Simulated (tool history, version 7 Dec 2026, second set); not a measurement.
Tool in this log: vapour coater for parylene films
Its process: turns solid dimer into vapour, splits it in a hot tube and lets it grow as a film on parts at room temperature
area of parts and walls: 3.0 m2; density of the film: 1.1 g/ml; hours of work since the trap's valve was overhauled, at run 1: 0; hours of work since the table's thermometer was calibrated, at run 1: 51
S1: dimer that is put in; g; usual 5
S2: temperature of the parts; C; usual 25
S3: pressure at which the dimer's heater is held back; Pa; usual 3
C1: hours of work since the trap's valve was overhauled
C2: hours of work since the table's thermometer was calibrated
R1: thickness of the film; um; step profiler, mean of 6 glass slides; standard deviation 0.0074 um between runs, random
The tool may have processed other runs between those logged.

run	day	S1	S2	S3	C1	C2	R1
1	0	5	25	3	0	51	0.845
2	0.667	5	25	3	9	60	0.829
3	1.675	5	25	3	23	74	0.845
4	2.496	5	36	3	34	85	0.562
5	3.504	5	28	3	48	99	0.75
6	4.55	5	22	3	62	113	0.924
7	5.646	5	22	3	77	128	0.932
8	6.583	5	22	3	89	140	0.941
9	7.675	8	25	3	104	155	1.34
10	8.196	8	25	3	111	162	1.337
11	8.742	8	25	3	119	170	1.34
12	9.758	5	25	3	132	183	0.822
13	10.692	5	25	3	145	196	0.83
14	11.346	5	25	3	154	205	0.85
15	12.342	5	25	3	167	218	0.824
16	12.992	5	25	3	176	227	0.835
17	13.612	5	25	3	185	236	0.842
18	14.271	5	36	3	194	245	0.567
19	14.842	5	36	3	201	252	0.562
20	15.546	5	36	3	211	262	0.555
21	16.112	5	22	3	218	270	0.921
22	16.654	7	25	2.08	226	277	1.281
23	17.312	5	25	9.53	235	286	0.622
24	18.288	4	28	3	248	299	0.593
25	18.825	4	28	3	255	306	0.594
# day 19.708: trap's valve overhauled
26	19.796	4	28	3	1	317	0.602
27	20.6	4	28	3	12	328	0.599
28	21.325	2	36	2.84	22	338	0.226
29	21.983	2	27	2.84	31	347	0.311
30	23.054	2	27	2.84	45	361	0.315

Run 31 comes next. What will it give?
31	24.038	2	27	2.84	59	375	?

{"run 31": {"R1": 0.316}}
Were there no unlogged condition in the tool, this run, its random variation unchanged, would have produced R1 0.316 um.
